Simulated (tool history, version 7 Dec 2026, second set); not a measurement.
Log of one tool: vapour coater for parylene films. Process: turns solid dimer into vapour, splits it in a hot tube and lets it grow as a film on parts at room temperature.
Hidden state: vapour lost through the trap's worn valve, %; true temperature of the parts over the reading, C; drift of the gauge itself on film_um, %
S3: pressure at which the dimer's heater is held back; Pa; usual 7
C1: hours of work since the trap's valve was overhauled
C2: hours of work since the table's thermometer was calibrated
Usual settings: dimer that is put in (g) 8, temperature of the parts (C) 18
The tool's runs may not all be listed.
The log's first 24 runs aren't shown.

Run 25, hour 1463: usual settings but temperature of the parts (C) 16, S3 2.52 Pa; C1 154; C2 1682. Result: thickness of the film (nm) 1843.
Run 26, hour 1548.4: usual settings but temperature of the parts (C) 16, S3 2.52 Pa; C1 227; C2 1755. Result: thickness of the film (nm) 1843.
Run 27, hour 1624.4: usual settings but dimer that is put in (g) 10, temperature of the parts (C) 12, S3 2.52 Pa; C1 292; C2 1820. Result: thickness of the film (nm) 2579.
At hour 1663.8: trap's valve overhauled.
Run 28, hour 1697.6: usual settings but dimer that is put in (g) 5, temperature of the parts (C) 12, S3 3.94 Pa; C1 29; C2 1880. Result: thickness of the film (nm) 1200.
At hour 1730.2: table's thermometer calibrated.
Run 29, hour 1737.6: usual settings but dimer that is put in (g) 11, temperature of the parts (C) 28, S3 6.77 Pa; C1 62; C2 6. Result: thickness of the film (nm) 1523.
Run 30, hour 1803.1: usual settings but dimer that is put in (g) 6, temperature of the parts (C) 28, S3 3.24 Pa; C1 118; C2 62. Result: thickness of the film (nm) 942.
Run 31, hour 1885.7: usual settings but dimer that is put in (g) 9, temperature of the parts (C) 11, S3 10.58 Pa; C1 189; C2 133. Result: thickness of the film (nm) 1843.
Run 32, hour 1940.8: usual settings but dimer that is put in (g) 9, temperature of the parts (C) 24, S3 10.58 Pa; C1 236; C2 180. Result: thickness of the film (nm) 1266.
Run 33, hour 2013.6: usual settings but dimer that is put in (g) 13, temperature of the parts (C) 24, S3 10.58 Pa; C1 298; C2 242. Result: thickness of the film (nm) 1851.
At hour 2042.9: trap's valve overhauled.
Run 34, hour 2084: usual settings but dimer that is put in (g) 13, temperature of the parts (C) 24, S3 10.58 Pa; C1 35; C2 299. Result: thickness of the film (nm) 1854.
Run 35, hour 2140.3: usual settings but S3 5.35 Pa; C1 83; C2 347. Result: thickness of the film (nm) 1530.
Run 36, hour 2210.7: usual settings but temperature of the parts (C) 14, S3 11.51 Pa; C1 144; C2 408. Result: thickness of the film (nm) 1486.
Run 37, hour 2284.9: usual settings but temperature of the parts (C) 13; C1 207; C2 471. Result: thickness of the film (nm) 1674.
Run 38, hour 2323.1: usual settings but temperature of the parts (C) 13; C1 240; C2 504. Result: thickness of the film (nm) 1660.
Run 39, hour 2368.7: usual settings but dimer that is put in (g) 7, temperature of the parts (C) 28; C1 279; C2 543. Result: thickness of the film (nm) 962.
Run 40, hour 2409.7: usual settings but S3 2.99 Pa; C1 314; C2 578. Result: thickness of the film (nm) 1683.
At hour 2421.7: trap's valve overhauled.
Run 41, hour 2481: usual settings but S3 2.99 Pa; C1 51; C2 635. Result: thickness of the film (nm) 1695.
Run 42, hour 2559.9: usual settings but S3 2.99 Pa; C1 118; C2 703. Result: thickness of the film (nm) 1695.
Run 43, hour 2637.4: usual settings but dimer that is put in (g) 9, S3 2.87 Pa; C1 185; C2 769. Result: thickness of the film (nm) 1904.
Run 44, hour 2707.6: usual settings but dimer that is put in (g) 5, temperature of the parts (C) 16; C1 245; C2 829. Result: thickness of the film (nm) 956.

5 ways to go on from here, each from the tool as it stands after run 44. What would each give?
Run A, hour 2765.6: usual settings but dimer that is put in (g) 13, temperature of the parts (C) 11, S3 5.25 Pa; C1 294; C2 879. Result: thickness of the film (nm) ?.
Run B, hour 2765.6: usual settings but dimer that is put in (g) 3; C1 294; C2 879. Result: thickness of the film (nm) ?.
Run C, hour 2765.6: usual settings but dimer that is put in (g) 4, temperature of the parts (C) 16; C1 294; C2 879. Result: thickness of the film (nm) ?.
Run D, hour 2765.6: usual settings but dimer that is put in (g) 7; C1 294; C2 879. Result: thickness of the film (nm) ?.
Run E, hour 2765.6: usual settings but dimer that is put in (g) 3, temperature of the parts (C) 15, S3 2.33 Pa; C1 294; C2 879. Result: thickness of the film (nm) ?.

run  thickness of the film (nm)
  A                        3026
  B                         545
  C                         776
  D                        1267
  E                         727
Without the tool's hidden state the same runs would have given:
run  thickness of the film (nm)
  A                        3029
  B                         545
  C                         777
  D                        1268
  E                         727
